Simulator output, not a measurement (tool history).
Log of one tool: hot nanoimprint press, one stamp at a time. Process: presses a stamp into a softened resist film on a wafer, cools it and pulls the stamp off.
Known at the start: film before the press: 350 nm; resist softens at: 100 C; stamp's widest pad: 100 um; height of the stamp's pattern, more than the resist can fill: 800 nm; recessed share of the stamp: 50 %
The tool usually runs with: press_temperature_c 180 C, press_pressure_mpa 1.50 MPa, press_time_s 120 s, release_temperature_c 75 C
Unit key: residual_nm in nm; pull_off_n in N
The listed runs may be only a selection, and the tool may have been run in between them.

{"run": 1, "day": 0.0, "press_temperature_c": 180, "press_pressure_mpa": 1.5, "press_time_s": 120, "release_temperature_c": 75, "residual_nm": 164.2, "pull_off_n": 181}
{"run": 2, "day": 0.288, "press_temperature_c": 180, "press_pressure_mpa": 1.5, "press_time_s": 120, "release_temperature_c": 75, "residual_nm": 163.9, "pull_off_n": 192}
{"run": 3, "day": 0.604, "press_temperature_c": 180, "press_pressure_mpa": 1.5, "press_time_s": 120, "release_temperature_c": 75, "residual_nm": 164.1, "pull_off_n": 186}
{"run": 4, "day": 0.925, "press_temperature_c": 180, "press_pressure_mpa": 1.7, "press_time_s": 120, "release_temperature_c": 75, "residual_nm": 155.0, "pull_off_n": 188}
{"run": 5, "day": 1.121, "press_temperature_c": 180, "press_pressure_mpa": 1.7, "press_time_s": 120, "release_temperature_c": 75, "residual_nm": 155.3, "pull_off_n": 188}
{"run": 6, "day": 1.333, "press_temperature_c": 180, "press_pressure_mpa": 2.0, "press_time_s": 120, "release_temperature_c": 75, "residual_nm": 143.7, "pull_off_n": 184}
{"run": 7, "day": 1.575, "press_temperature_c": 180, "press_pressure_mpa": 2.0, "press_time_s": 120, "release_temperature_c": 75, "residual_nm": 143.8, "pull_off_n": 187}
{"run": 8, "day": 1.804, "press_temperature_c": 180, "press_pressure_mpa": 2.0, "press_time_s": 120, "release_temperature_c": 75, "residual_nm": 143.5, "pull_off_n": 191}
{"run": 9, "day": 2.004, "press_temperature_c": 180, "press_pressure_mpa": 1.5, "press_time_s": 120, "release_temperature_c": 78, "residual_nm": 162.7, "pull_off_n": 183}
{"run": 10, "day": 2.3, "press_temperature_c": 180, "press_pressure_mpa": 1.5, "press_time_s": 120, "release_temperature_c": 78, "residual_nm": 162.9, "pull_off_n": 177}
{"run": 11, "day": 2.612, "press_temperature_c": 180, "press_pressure_mpa": 1.5, "press_time_s": 120, "release_temperature_c": 78, "residual_nm": 162.1, "pull_off_n": 182}
{"run": 12, "day": 2.788, "press_temperature_c": 180, "press_pressure_mpa": 1.5, "press_time_s": 120, "release_temperature_c": 75, "residual_nm": 162.6, "pull_off_n": 186}
{"run": 13, "day": 3.15, "press_temperature_c": 178, "press_pressure_mpa": 1.5, "press_time_s": 120, "release_temperature_c": 75, "residual_nm": 174.0, "pull_off_n": 188}
{"run": 14, "day": 3.467, "press_temperature_c": 178, "press_pressure_mpa": 1.5, "press_time_s": 120, "release_temperature_c": 75, "residual_nm": 172.0, "pull_off_n": 191}
{"run": 15, "day": 3.638, "press_temperature_c": 180, "press_pressure_mpa": 1.82, "press_time_s": 120, "release_temperature_c": 75, "residual_nm": 148.6, "pull_off_n": 187}
{"run": 16, "day": 3.854, "press_temperature_c": 168, "press_pressure_mpa": 1.5, "press_time_s": 89, "release_temperature_c": 75, "residual_nm": 249.8, "pull_off_n": 189}
{"run": 17, "day": 4.154, "press_temperature_c": 168, "press_pressure_mpa": 1.27, "press_time_s": 67, "release_temperature_c": 75, "residual_nm": 275.0, "pull_off_n": 189}
{"run": 18, "day": 4.346, "press_temperature_c": 180, "press_pressure_mpa": 2.03, "press_time_s": 229, "release_temperature_c": 64, "residual_nm": 108.0, "pull_off_n": 209}
{"run": 19, "day": 4.688, "press_temperature_c": 180, "press_pressure_mpa": 1.5, "press_time_s": 236, "release_temperature_c": 66, "residual_nm": 124.6, "pull_off_n": 216}
{"run": 20, "day": 5.012, "press_temperature_c": 189, "press_pressure_mpa": 1.5, "press_time_s": 236, "release_temperature_c": 70, "residual_nm": 91.3, "pull_off_n": 201}
{"run": 21, "day": 5.188, "press_temperature_c": 189, "press_pressure_mpa": 1.5, "press_time_s": 113, "release_temperature_c": 70, "residual_nm": 124.5, "pull_off_n": 202}

Run 22, settings as shown, results not yet in. Your forecast:
{"run": 22, "day": 5.496, "press_temperature_c": 177, "press_pressure_mpa": 2.09, "press_time_s": 113, "release_temperature_c": 70, "residual_nm": "?", "pull_off_n": "?"}

Run 22 yielded residual_nm 157.2 nm, pull_off_n 197 N.
Minus the tool's unlogged condition, the same run would have read residual_nm 160.3 nm, pull_off_n 196 N.
